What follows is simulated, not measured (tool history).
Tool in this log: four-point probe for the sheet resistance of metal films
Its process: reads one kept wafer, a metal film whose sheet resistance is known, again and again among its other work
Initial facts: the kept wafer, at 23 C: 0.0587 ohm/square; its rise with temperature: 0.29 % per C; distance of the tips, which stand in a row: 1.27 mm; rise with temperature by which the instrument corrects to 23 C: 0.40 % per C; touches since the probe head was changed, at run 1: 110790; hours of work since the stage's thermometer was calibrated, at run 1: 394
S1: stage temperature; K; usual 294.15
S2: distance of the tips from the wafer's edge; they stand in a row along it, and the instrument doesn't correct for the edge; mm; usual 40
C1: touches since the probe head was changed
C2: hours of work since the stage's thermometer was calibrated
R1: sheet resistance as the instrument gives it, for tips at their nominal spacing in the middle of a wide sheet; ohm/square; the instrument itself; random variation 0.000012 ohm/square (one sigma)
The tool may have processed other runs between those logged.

run 1 hour=0 | S1=294.15 S2=40 | C1=110790 C2=394 | R1=0.05886
run 2 hour=52.9 | S1=294.15 S2=40 | C1=112218 C2=422 | R1=0.058859
run 3 hour=108.9 | S1=294.15 S2=40 | C1=113726 C2=452 | R1=0.058891
run 4 hour=221.8 | S1=294.15 S2=40 | C1=116772 C2=513 | R1=0.05885
run 5 hour=311.7 | S1=294.15 S2=40 | C1=119197 C2=561 | R1=0.05884
run 6 hour=396.9 | S1=294.15 S2=40 | C1=121497 C2=607 | R1=0.05885
run 7 hour=454.1 | S1=294.15 S2=40 | C1=123037 C2=638 | R1=0.058841
-- hour=460.3 stage's thermometer calibrated
run 8 hour=572.1 | S1=294.15 S2=14 | C1=126208 C2=60 | R1=0.059096
run 9 hour=651.2 | S1=294.15 S2=14 | C1=128341 C2=103 | R1=0.059095
run 10 hour=739.6 | S1=294.15 S2=70 | C1=130725 C2=150 | R1=0.05882
run 11 hour=795.6 | S1=297.15 S2=29 | C1=132236 C2=180 | R1=0.058652
-- hour=875.6 stage's thermometer calibrated, once more
run 12 hour=895.3 | S1=302.15 S2=5 | C1=134912 C2=11 | R1=0.060196
run 13 hour=948.7 | S1=293.15 S2=51 | C1=136352 C2=39 | R1=0.058853
run 14 hour=1003.7 | S1=293.15 S2=51 | C1=137834 C2=69 | R1=0.058861
run 15 hour=1080.3 | S1=296.15 S2=15 | C1=139901 C2=110 | R1=0.058858
run 16 hour=1175.6 | S1=295.15 S2=15 | C1=142472 C2=161 | R1=0.058916

Each row is a separate what-if for the run after 16, all from the same tool condition, not one after another. Results?
run A hour=1287.1 | S1=293.15 S2=7 | C1=145479 C2=221 | R1=?
run B hour=1287.1 | S1=294.15 S2=21 | C1=145479 C2=221 | R1=?
run C hour=1287.1 | S1=301.15 S2=4 | C1=145479 C2=221 | R1=?
run D hour=1287.1 | S1=293.15 S2=40 | C1=145479 C2=221 | R1=?
run E hour=1287.1 | S1=293.15 S2=60 | C1=145479 C2=221 | R1=?

run=A R1=0.059854
run=B R1=0.058883
run=C R1=0.061264
run=D R1=0.058885
run=E R1=0.05883
Stripped of hidden state, with their random variation kept, the same runs would have yielded:
run=A R1=0.059934
run=B R1=0.058961
run=C R1=0.061346
run=D R1=0.058964
run=E R1=0.058908
